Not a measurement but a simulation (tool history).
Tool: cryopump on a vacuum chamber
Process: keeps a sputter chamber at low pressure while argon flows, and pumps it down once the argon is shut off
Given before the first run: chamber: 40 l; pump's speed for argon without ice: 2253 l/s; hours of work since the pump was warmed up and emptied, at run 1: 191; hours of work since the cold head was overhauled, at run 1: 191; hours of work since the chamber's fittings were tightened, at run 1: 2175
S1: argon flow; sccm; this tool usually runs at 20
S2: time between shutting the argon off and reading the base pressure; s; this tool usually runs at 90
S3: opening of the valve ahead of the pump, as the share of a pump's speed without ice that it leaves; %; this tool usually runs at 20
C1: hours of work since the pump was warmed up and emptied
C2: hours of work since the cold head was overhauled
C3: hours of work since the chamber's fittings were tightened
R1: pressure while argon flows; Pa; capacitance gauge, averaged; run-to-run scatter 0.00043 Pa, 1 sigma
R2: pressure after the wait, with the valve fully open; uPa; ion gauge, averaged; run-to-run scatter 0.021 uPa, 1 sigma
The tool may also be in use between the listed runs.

Run 1, hour 0: usual settings; C1 191; C2 191; C3 2175. Result: R1 0.0757 Pa, R2 1.25 uPa.
Run 2, hour 95.1: usual settings; C1 253; C2 253; C3 2237. Result: R1 0.0765 Pa, R2 1.34 uPa.
Run 3, hour 142.8: usual settings; C1 284; C2 284; C3 2268. Result: R1 0.0767 Pa, R2 1.33 uPa.
Run 4, hour 194.5: usual settings; C1 318; C2 318; C3 2302. Result: R1 0.0764 Pa, R2 1.41 uPa.
Run 5, hour 280.3: usual settings but S1 9 sccm; C1 374; C2 374; C3 2357. Result: R1 0.0344 Pa, R2 1.41 uPa.
Run 6, hour 369.3: usual settings but S3 32 %; C1 431; C2 431; C3 2415. Result: R1 0.0489 Pa, R2 1.46 uPa.
Run 7, hour 430.8: usual settings but S2 49 s; C1 471; C2 471; C3 2455. Result: R1 0.0784 Pa, R2 1.75 uPa.
Run 8, hour 522: usual settings but S2 49 s; C1 531; C2 531; C3 2514. Result: R1 0.0781 Pa, R2 1.82 uPa.
Run 9, hour 561.3: usual settings but S2 49 s; C1 556; C2 556; C3 2540. Result: R1 0.0787 Pa, R2 1.75 uPa.
Run 10, hour 648.4: usual settings but S2 264 s; C1 613; C2 613; C3 2597. Result: R1 0.0789 Pa, R2 1.46 uPa.
At hour 690.8: leaking fittings of the chamber tightened, without venting.
Run 11, hour 723.2: usual settings but S2 264 s; C1 660; C2 660; C3 21. Result: R1 0.0789 Pa, R2 0.32 uPa.
Run 12, hour 811.7: usual settings but S2 264 s; C1 717; C2 717; C3 79. Result: R1 0.0789 Pa, R2 0.35 uPa.
Run 13, hour 876.9: usual settings but S2 264 s; C1 760; C2 760; C3 121. Result: R1 0.079 Pa, R2 0.38 uPa.
Run 14, hour 965.5: usual settings but S1 34 sccm, S2 91 s, S3 25 %; C1 817; C2 817; C3 179. Result: R1 0.1113 Pa, R2 0.59 uPa.
Run 15, hour 1024.2: usual settings but S1 34 sccm, S2 21 s, S3 27 %; C1 856; C2 856; C3 217. Result: R1 0.1035 Pa, R2 1.56 uPa.
Run 16, hour 1113.4: usual settings but S1 34 sccm, S2 21 s, S3 27 %; C1 914; C2 914; C3 275. Result: R1 0.1054 Pa, R2 1.62 uPa.
At hour 1132: pump warmed up, emptied and cooled again.
Run 17, hour 1178.6: usual settings but S1 34 sccm, S2 21 s, S3 27 %; C1 30; C2 953; C3 314. Result: R1 0.095 Pa, R2 1.44 uPa.
Run 18, hour 1262.3: usual settings but S1 29 sccm, S2 297 s; C1 85; C2 1007; C3 368. Result: R1 0.109 Pa, R2 0.37 uPa.
Run 19, hour 1354.2: usual settings but S1 23 sccm, S2 31 s, S3 19 %; C1 144; C2 1067; C3 428. Result: R1 0.0914 Pa, R2 1.1 uPa.
Run 20, hour 1403.3: usual settings but S1 9 sccm, S2 45 s, S3 34 %; C1 176; C2 1099; C3 460. Result: R1 0.02 Pa, R2 0.89 uPa.
Run 21, hour 1469.9: usual settings but S1 9 sccm, S2 45 s, S3 34 %; C1 220; C2 1142; C3 503. Result: R1 0.0207 Pa, R2 0.93 uPa.

Predict each of these 3 candidate next runs independently; none follows another, all start after run 21:
Run A, hour 1518.3: usual settings but S3 52 %; C1 251; C2 1173; C3 534. Result: R1 ?, R2 ?.
Run B, hour 1518.3: usual settings but S1 9 sccm, S2 263 s, S3 34 %; C1 251; C2 1173; C3 534. Result: R1 ?, R2 ?.
Run C, hour 1518.3: usual settings but S1 13 sccm; C1 251; C2 1173; C3 534. Result: R1 ?, R2 ?.

run      R1    R2
  A    0.03  0.66
  B  0.0203  0.47
  C  0.0497  0.68
Had the tool no hidden state, the same runs would have come out as:
run      R1    R2
  A  0.0286  0.41
  B  0.0196  0.21
  C  0.0488  0.43
